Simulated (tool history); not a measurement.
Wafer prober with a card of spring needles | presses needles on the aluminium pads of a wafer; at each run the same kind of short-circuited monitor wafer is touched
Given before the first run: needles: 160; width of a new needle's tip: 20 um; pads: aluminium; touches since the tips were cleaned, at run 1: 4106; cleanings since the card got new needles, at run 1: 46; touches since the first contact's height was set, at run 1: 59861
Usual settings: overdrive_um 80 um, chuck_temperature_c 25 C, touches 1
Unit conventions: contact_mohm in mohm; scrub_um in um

run	hour	overdrive_um	chuck_temperature_c	touches	touches since the tips were cleaned	cleanings since the card got new needles	touches since the first contact's height was set	contact_mohm	scrub_um
1	0	80	25	1	4106	46	59861	251	13.754
# hour 2.1: tips cleaned on abrasive film
2	8.9	80	25	1	1847	47	62270	290	13.744
# hour 19.1: tips cleaned on abrasive film
3	28	80	25	1	2461	48	67513	234	13.749
# hour 35.9: tips cleaned on abrasive film
4	44.4	80	25	1	2332	49	72002	233	13.726
# hour 52.3: tips cleaned on abrasive film
5	52.8	80	25	1	153	50	74289	211	13.732
# hour 68.8: tips cleaned on abrasive film
6	72.5	82	25	1	1027	51	79677	222	14.072
# hour 75.1: height of the first contact set anew
# hour 79: tips cleaned on abrasive film, once more
7	90.3	82	25	1	3124	52	4162	238	14.169
# hour 96.4: tips cleaned on abrasive film
8	99.5	61	25	1	852	53	6650	227	10.53
# hour 112.5: tips cleaned on abrasive film
9	117.7	61	25	1	1427	54	11636	239	10.525
# hour 128.7: tips cleaned on abrasive film
10	136.3	80	25	1	2088	55	16737	234	13.806
# hour 144.8: tips cleaned on abrasive film
11	154.1	80	25	1	2568	56	21616	234	13.809
# hour 161.1: tips cleaned on abrasive film
12	166	80	25	1	1339	57	24852	222	13.782
# hour 177.3: tips cleaned on abrasive film
13	177.3	80	25	1	0	58	27929	205	13.789
14	190.2	80	25	1	3570	58	31499	237	13.797
# hour 193.3: tips cleaned on abrasive film
15	203.7	91	29	3	2859	59	35162	213	15.683
# hour 209.5: tips cleaned on abrasive film
16	216.5	91	29	3	1913	60	38658	209	15.681
# hour 225.6: tips cleaned on abrasive film
17	233	91	29	3	2031	61	43174	212	15.67
# hour 242.9: tips cleaned on abrasive film
18	244.6	67	124	1	466	62	46355	242	11.498
19	256.6	67	124	1	3772	62	49661	278	11.499
# hour 259.1: tips cleaned on abrasive film
20	272.1	80	77	2	3574	63	53901	237	13.743
# hour 275.7: tips cleaned on abrasive film
21	282.1	67	30	1	1758	64	56621	244	11.499
# hour 292.5: tips cleaned on abrasive film
22	293	67	30	1	128	65	59586	216	11.482
23	304.6	67	59	1	3333	65	62791	265	11.486
# hour 308.6: tips cleaned on abrasive film
24	320	67	59	1	3140	66	66999	265	11.466
# hour 325.4: tips cleaned on abrasive film
25	328.1	73	28	2	746	67	69194	213	12.494
26	338.6	73	28	2	3646	67	72094	232	12.509
# hour 342.2: tips cleaned on abrasive film
# hour 358.7: tips cleaned on abrasive film
27	358.7	62	45	1	0	69	77558	217	10.592

Consider 4 possible next runs. They are alternatives, not a sequence: every one starts from the tool as it was left by run 27. What does each give?
# hour 369.9: height of the first contact set anew
A	372.7	62	45	2	3766	69	768	?	?
# hour 369.9: height of the first contact set anew
B	372.7	96	31	1	3766	69	768	?	?
# hour 369.9: height of the first contact set anew
C	372.7	80	67	1	3766	69	768	?	?
# hour 369.9: height of the first contact set anew
D	372.7	80	27	1	3766	69	768	?	?

run	contact_mohm	scrub_um
A	251	10.722
B	235	16.605
C	258	13.829
D	245	13.832
The same runs, with their run-to-run variation unchanged, on a tool lacking any hidden condition would have given:
run	contact_mohm	scrub_um
A	205	10.722
B	196	16.605
C	209	13.829
D	194	13.832

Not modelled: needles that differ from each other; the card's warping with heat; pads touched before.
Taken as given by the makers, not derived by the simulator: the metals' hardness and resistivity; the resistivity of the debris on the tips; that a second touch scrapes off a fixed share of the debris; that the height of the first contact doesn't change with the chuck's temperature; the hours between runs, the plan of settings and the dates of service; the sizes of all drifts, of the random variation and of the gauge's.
